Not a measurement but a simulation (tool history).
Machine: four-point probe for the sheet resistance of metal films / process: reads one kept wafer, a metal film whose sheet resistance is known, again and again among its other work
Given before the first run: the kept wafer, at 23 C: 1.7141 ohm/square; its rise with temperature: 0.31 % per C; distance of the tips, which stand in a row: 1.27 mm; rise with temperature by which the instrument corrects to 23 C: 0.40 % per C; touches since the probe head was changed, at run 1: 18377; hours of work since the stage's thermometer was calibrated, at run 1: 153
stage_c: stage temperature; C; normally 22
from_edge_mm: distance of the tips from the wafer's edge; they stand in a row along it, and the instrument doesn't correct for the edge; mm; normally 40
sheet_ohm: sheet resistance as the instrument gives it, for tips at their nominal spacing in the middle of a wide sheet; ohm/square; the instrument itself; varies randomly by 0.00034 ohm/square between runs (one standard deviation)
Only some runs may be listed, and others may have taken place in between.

run	hour	stage_c	from_edge_mm	touches since the probe head was changed	hours of work since the stage's thermometer was calibrated	sheet_ohm
1	0.0	22	40	18377	153	1.722681
2	13.8	22	40	19139	162	1.722959
3	34.2	22	5	20271	176	1.779783
4	49.5	22	20	21118	187	1.726455
5	60.8	22	40	21742	194	1.723377
6	74.5	32	40	22501	203	1.709044
7	91.9	32	40	23468	215	1.709276
8	114.8	21	5	24733	231	1.782471
9	136.2	25	4	25921	245	1.806975
10	147.4	25	16	26541	253	1.723827

Predict each of these 3 candidate next runs independently; none follows another, all start after run 10:
A	167.8	31	17	27672	267	?
B	167.8	22	16	27672	267	?
C	167.8	27	6	27672	267	?

run	sheet_ohm
A	1.715655
B	1.729028
C	1.755730
With the hidden condition removed and each run's random variation left untouched, the same runs would have given:
run	sheet_ohm
A	1.707953
B	1.721271
C	1.747864

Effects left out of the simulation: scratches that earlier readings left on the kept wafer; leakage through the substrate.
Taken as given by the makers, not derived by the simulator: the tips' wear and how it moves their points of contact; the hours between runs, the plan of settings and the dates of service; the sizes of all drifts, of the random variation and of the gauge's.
